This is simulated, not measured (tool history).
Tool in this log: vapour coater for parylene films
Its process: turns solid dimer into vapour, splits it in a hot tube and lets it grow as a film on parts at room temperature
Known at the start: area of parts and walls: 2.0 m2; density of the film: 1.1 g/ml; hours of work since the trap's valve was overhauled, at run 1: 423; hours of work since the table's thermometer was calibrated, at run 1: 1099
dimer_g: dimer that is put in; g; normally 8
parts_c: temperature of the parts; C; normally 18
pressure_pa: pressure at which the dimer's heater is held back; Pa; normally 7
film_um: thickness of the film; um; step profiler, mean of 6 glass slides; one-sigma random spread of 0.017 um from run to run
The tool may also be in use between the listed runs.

| run | day | dimer_g | parts_c | pressure_pa | hours of work since the trap's valve was overhauled | hours of work since the table's thermometer was calibrated | film_um |
|---|---|---|---|---|---|---|---|
| 1 | 0 | 8 | 18 | 7 | 423 | 1099 | 2.44 |
| 2 | 1.962 | 8 | 18 | 7 | 461 | 1137 | 2.42 |
| 3 | 2.883 | 8 | 18 | 7 | 478 | 1155 | 2.43 |
| 4 | 4.025 | 8 | 18 | 2.13 | 501 | 1177 | 2.67 |
| 5 | 5.029 | 8 | 18 | 2.13 | 520 | 1196 | 2.69 |
| 6 | 6.879 | 8 | 18 | 2.13 | 556 | 1232 | 2.65 |
| 7 | 7.783 | 8 | 18 | 2.13 | 573 | 1250 | 2.64 |
| 8 | 8.642 | 8 | 18 | 2.13 | 590 | 1266 | 2.65 |
| 9 | 10.192 | 8 | 18 | 2.13 | 620 | 1296 | 2.66 |
|  | 10.879 | trap's valve overhauled |
| 10 | 11.2 | 8 | 18 | 2.13 | 6 | 1313 | 2.97 |
| 11 | 12.075 | 8 | 18 | 2.13 | 23 | 1329 | 2.94 |
| 12 | 13.554 | 8 | 25 | 2.13 | 52 | 1358 | 2.08 |
| 13 | 14.638 | 8 | 18 | 7 | 73 | 1379 | 2.62 |
| 14 | 15.679 | 8 | 18 | 7 | 93 | 1399 | 2.61 |
| 15 | 17.467 | 8 | 18 | 7 | 128 | 1434 | 2.61 |
| 16 | 18.767 | 8 | 18 | 7 | 153 | 1459 | 2.58 |
| 17 | 20.712 | 8 | 18 | 7 | 190 | 1497 | 2.55 |
|  | 20.888 | table's thermometer calibrated |
| 18 | 22.379 | 8 | 21 | 6 | 222 | 29 | 2.28 |
| 19 | 23.271 | 4 | 26 | 5.24 | 239 | 46 | 0.92 |
| 20 | 25.038 | 4 | 26 | 5.24 | 273 | 80 | 0.9 |
|  | 25.371 | table's thermometer calibrated, once more |
| 21 | 25.908 | 6 | 23 | 11.38 | 289 | 10 | 1.35 |
| 22 | 27.396 | 6 | 18 | 6.7 | 318 | 39 | 1.81 |
| 23 | 28.317 | 8 | 29 | 5.16 | 336 | 57 | 1.43 |
| 24 | 29.796 | 8 | 29 | 5.16 | 365 | 86 | 1.46 |
| 25 | 31.188 | 11 | 18 | 8.04 | 391 | 113 | 3.21 |
| 26 | 32.754 | 8 | 18 | 6.1 | 422 | 143 | 2.37 |
| 27 | 34.654 | 5 | 12 | 3.88 | 459 | 180 | 2.07 |
| 28 | 36.5 | 8 | 13 | 11.3 | 494 | 215 | 2.83 |
| 29 | 37.579 | 8 | 13 | 11.3 | 515 | 236 | 2.82 |
| 30 | 39.638 | 6 | 16 | 11.3 | 555 | 276 | 1.84 |
| 31 | 41.108 | 8 | 22 | 4.97 | 583 | 305 | 1.96 |
| 32 | 41.983 | 8 | 22 | 4.97 | 600 | 322 | 1.94 |
|  | 43.604 | trap's valve overhauled |
| 33 | 43.904 | 8 | 20 | 4.2 | 6 | 355 | 2.46 |
| 34 | 45.625 | 8 | 12 | 10.09 | 39 | 389 | 3.24 |

4 options for the next run, each taken on its own from the tool as it stands now. Forecast them:
| A | 46.721 | 5 | 10 | 6.96 | 60 | 410 | ? |
| B | 46.721 | 8 | 10 | 7 | 60 | 410 | ? |
| C | 46.721 | 8 | 17 | 7 | 60 | 410 | ? |
| D | 46.721 | 5 | 14 | 3.84 | 60 | 410 | ? |

| run | film_um |
|---|---|
| A | 2.21 |
| B | 3.49 |
| C | 2.65 |
| D | 2.04 |
The same runs, with their run-to-run variation unchanged, on a tool lacking any hidden condition would have given:
| run | film_um |
|---|---|
| A | 2.24 |
| B | 3.54 |
| C | 2.67 |
| D | 2.06 |
